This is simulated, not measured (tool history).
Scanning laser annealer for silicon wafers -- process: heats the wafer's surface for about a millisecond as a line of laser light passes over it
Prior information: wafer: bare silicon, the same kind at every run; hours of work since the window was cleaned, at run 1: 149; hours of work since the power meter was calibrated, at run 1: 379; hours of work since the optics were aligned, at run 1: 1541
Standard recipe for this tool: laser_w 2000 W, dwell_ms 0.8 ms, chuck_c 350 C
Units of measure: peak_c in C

| run | hour | laser_w | dwell_ms | chuck_c | hours of work since the window was cleaned | hours of work since the power meter was calibrated | hours of work since the optics were aligned | peak_c |
|---|---|---|---|---|---|---|---|---|
| 1 | 0 | 2000 | 0.8 | 350 | 149 | 379 | 1541 | 1101 |
| 2 | 19.6 | 2000 | 0.855 | 350 | 161 | 392 | 1553 | 1129 |
| 3 | 45.3 | 2000 | 0.855 | 350 | 177 | 408 | 1570 | 1127 |
| 4 | 62.5 | 2000 | 0.855 | 350 | 188 | 419 | 1580 | 1129 |
| 5 | 89.2 | 2000 | 0.715 | 350 | 204 | 435 | 1597 | 1054 |
| 6 | 111.1 | 2145 | 0.715 | 350 | 218 | 449 | 1611 | 1107 |
| 7 | 148.3 | 2000 | 0.8 | 350 | 241 | 472 | 1634 | 1094 |
| 8 | 168.5 | 2000 | 0.8 | 350 | 254 | 485 | 1646 | 1096 |
|  | 187 | optics aligned, line set to its width |
| 9 | 207.1 | 2000 | 0.8 | 350 | 275 | 506 | 13 | 1114 |
| 10 | 243.2 | 2000 | 0.8 | 350 | 297 | 528 | 35 | 1112 |
| 11 | 280.5 | 2000 | 0.704 | 350 | 321 | 551 | 58 | 1059 |
| 12 | 308.6 | 2000 | 0.704 | 350 | 338 | 569 | 76 | 1058 |
| 13 | 342.4 | 2032 | 0.576 | 363 | 359 | 590 | 97 | 1013 |
| 14 | 377.7 | 1803 | 0.8 | 350 | 381 | 612 | 119 | 1023 |
| 15 | 395 | 1803 | 0.8 | 350 | 392 | 623 | 130 | 1023 |
| 16 | 414.1 | 1799 | 0.713 | 350 | 404 | 635 | 142 | 983 |
| 17 | 430.7 | 1744 | 0.877 | 384 | 414 | 645 | 152 | 1064 |
| 18 | 467.6 | 2137 | 0.617 | 316 | 437 | 668 | 175 | 1025 |
| 19 | 485.5 | 2095 | 0.707 | 363 | 448 | 679 | 186 | 1108 |
| 20 | 508.8 | 2095 | 0.707 | 363 | 463 | 694 | 201 | 1105 |
| 21 | 536.4 | 2000 | 0.58 | 350 | 480 | 711 | 218 | 981 |
| 22 | 565.4 | 1839 | 0.811 | 328 | 498 | 729 | 236 | 1015 |

3 options for the next run, each taken on its own from the tool as it stands now. Forecast them:
| A | 600.1 | 2070 | 0.728 | 333 | 520 | 751 | 258 | ? |
| B | 600.1 | 2166 | 0.673 | 347 | 520 | 751 | 258 | ? |
| C | 600.1 | 1953 | 0.8 | 350 | 520 | 751 | 258 | ? |

| run | peak_c |
|---|---|
| A | 1073 |
| B | 1092 |
| C | 1079 |
Stripped of hidden state, with their random variation kept, the same runs would have yielded:
| run | peak_c |
|---|---|
| A | 1103 |
| B | 1122 |
| C | 1109 |
